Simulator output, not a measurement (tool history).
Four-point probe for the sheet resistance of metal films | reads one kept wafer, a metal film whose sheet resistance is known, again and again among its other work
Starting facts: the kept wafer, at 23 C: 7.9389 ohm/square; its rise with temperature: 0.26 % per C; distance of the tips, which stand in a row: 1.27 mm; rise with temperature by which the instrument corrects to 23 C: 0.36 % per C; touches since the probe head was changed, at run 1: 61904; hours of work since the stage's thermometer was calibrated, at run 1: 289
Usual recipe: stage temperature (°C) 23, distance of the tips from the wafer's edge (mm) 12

run	hour	stage temperature (°C)	distance of the tips from the wafer's edge (mm)	touches since the probe head was changed	hours of work since the stage's thermometer was calibrated	sheet resistance as the instrument gives it (ohm/square)
1	0	23	12	61904	289	7.987812
2	21.7	23	12	62673	300	7.989395
3	53.6	23	18	63806	315	7.963495
4	83.4	23	18	64865	330	7.961299
5	120.9	23	18	66194	348	7.961234
6	152	24	12	67300	363	7.981202
7	182	23	9	68365	378	8.021994
8	201.3	19	12	69051	387	8.024232
9	234	23	12	70212	403	7.993315
10	254.2	23	12	70928	413	7.987643
11	287.1	23	4	72094	429	8.347857
12	302.9	23	4	72657	437	8.347526
13	335.4	23	4	73809	453	8.349083
14	363.5	23	36	74808	467	7.944871
15	394.9	23	36	75921	482	7.94592
16	427.1	27	4	77066	498	8.314648
17	457.3	27	4	78136	512	8.315437
18	475.1	27	5	78768	521	8.169252
19	491.1	23	8	79338	529	8.045439
20	508.9	27	3	79970	537	8.598544
21	533.9	30	25	80857	550	7.898727
22	559	30	25	81749	562	7.895923
23	584.8	25	4	82662	574	8.332653
24	609.5	19	5	83542	587	8.239186
25	626.9	20	45	84160	595	7.966713
26	644.2	29	42	84774	603	7.894636
27	680.7	29	42	86070	621	7.897833
28	705	30	20	86932	633	7.901509

Consider 4 possible next runs. They are alternatives, not a sequence: every one starts from the tool as it was left by run 28. What does each give?
A	737.3	34	16	88078	649	?
B	737.3	28	12	88078	649	?
C	737.3	31	24	88078	649	?
D	737.3	28	12	88078	649	?

run	sheet resistance as the instrument gives it (ohm/square)
A	7.883039
B	7.947318
C	7.88766
D	7.946365
Stripped of hidden state, with their random variation kept, the same runs would have yielded:
run	sheet resistance as the instrument gives it (ohm/square)
A	7.882262
B	7.946535
C	7.886883
D	7.945582
